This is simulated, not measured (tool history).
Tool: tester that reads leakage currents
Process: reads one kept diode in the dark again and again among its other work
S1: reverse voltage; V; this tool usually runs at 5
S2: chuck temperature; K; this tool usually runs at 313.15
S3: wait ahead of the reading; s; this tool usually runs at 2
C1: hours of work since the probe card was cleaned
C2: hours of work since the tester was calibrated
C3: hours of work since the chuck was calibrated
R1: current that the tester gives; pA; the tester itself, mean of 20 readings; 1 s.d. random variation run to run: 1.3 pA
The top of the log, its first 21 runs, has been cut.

run 22 hour=2146.2 | S1=13.15 S2=295.15 S3=0.47 | C1=370 C2=74 C3=60 | R1=141.53
run 23 hour=2278.7 | S1=13.15 S2=300.15 S3=1.16 | C1=426 C2=130 C3=116 | R1=220.24
run 24 hour=2362.2 | S1=13.15 S2=300.15 S3=1.16 | C1=462 C2=166 C3=152 | R1=222.16
run 25 hour=2442.9 | S1=7.88 S2=302.15 S3=0.39 | C1=496 C2=200 C3=186 | R1=220.73
run 26 hour=2534.9 | S1=1.74 S2=313.15 S3=2 | C1=535 C2=239 C3=225 | R1=315.37
run 27 hour=2629.5 | S1=1.74 S2=313.15 S3=2 | C1=576 C2=280 C3=266 | R1=319.68
run 28 hour=2704.8 | S1=1.74 S2=313.15 S3=2 | C1=608 C2=312 C3=298 | R1=320.49
run 29 hour=2774.3 | S1=1.17 S2=305.15 S3=0.62 | C1=637 C2=341 C3=327 | R1=144.68
run 30 hour=2893.6 | S1=1.46 S2=314.15 S3=0.83 | C1=688 C2=392 C3=378 | R1=332.87
run 31 hour=2969.9 | S1=1.46 S2=314.15 S3=0.83 | C1=721 C2=424 C3=411 | R1=334.06
run 32 hour=3061.3 | S1=11.9 S2=317.15 S3=6.03 | C1=759 C2=463 C3=449 | R1=913.93
run 33 hour=3188.6 | S1=5 S2=307.15 S3=2 | C1=814 C2=518 C3=504 | R1=304.78
run 34 hour=3306.3 | S1=5 S2=303.15 S3=2 | C1=864 C2=568 C3=554 | R1=220.38
run 35 hour=3402.2 | S1=3.57 S2=313.15 S3=1.67 | C1=905 C2=608 C3=594 | R1=444.01
run 36 hour=3523.6 | S1=3.57 S2=297.15 S3=6.16 | C1=956 C2=660 C3=646 | R1=120.32
run 37 hour=3654.5 | S1=6.29 S2=314.15 S3=0.34 | C1=1012 C2=716 C3=702 | R1=608.3
run 38 hour=3787.7 | S1=2.56 S2=314.15 S3=0.87 | C1=1069 C2=773 C3=759 | R1=442.89
run 39 hour=3858.1 | S1=6.82 S2=303.15 S3=1.57 | C1=1099 C2=802 C3=788 | R1=264.33

Alternative continuations, all from the tool just after run 39; predict every row:
run A hour=3972.4 | S1=11.63 S2=306.15 S3=2.07 | C1=1147 C2=851 C3=837 | R1=?
run B hour=3972.4 | S1=10.82 S2=329.15 S3=2 | C1=1147 C2=851 C3=837 | R1=?
run C hour=3972.4 | S1=15.95 S2=298.15 S3=0.38 | C1=1147 C2=851 C3=837 | R1=?

run=A R1=420.34
run=B R1=2347.73
run=C R1=254.13
Take away the tool's hidden state, keep each run's random variation, and the runs would have read:
run=A R1=335.5
run=B R1=1976.24
run=C R1=192.73
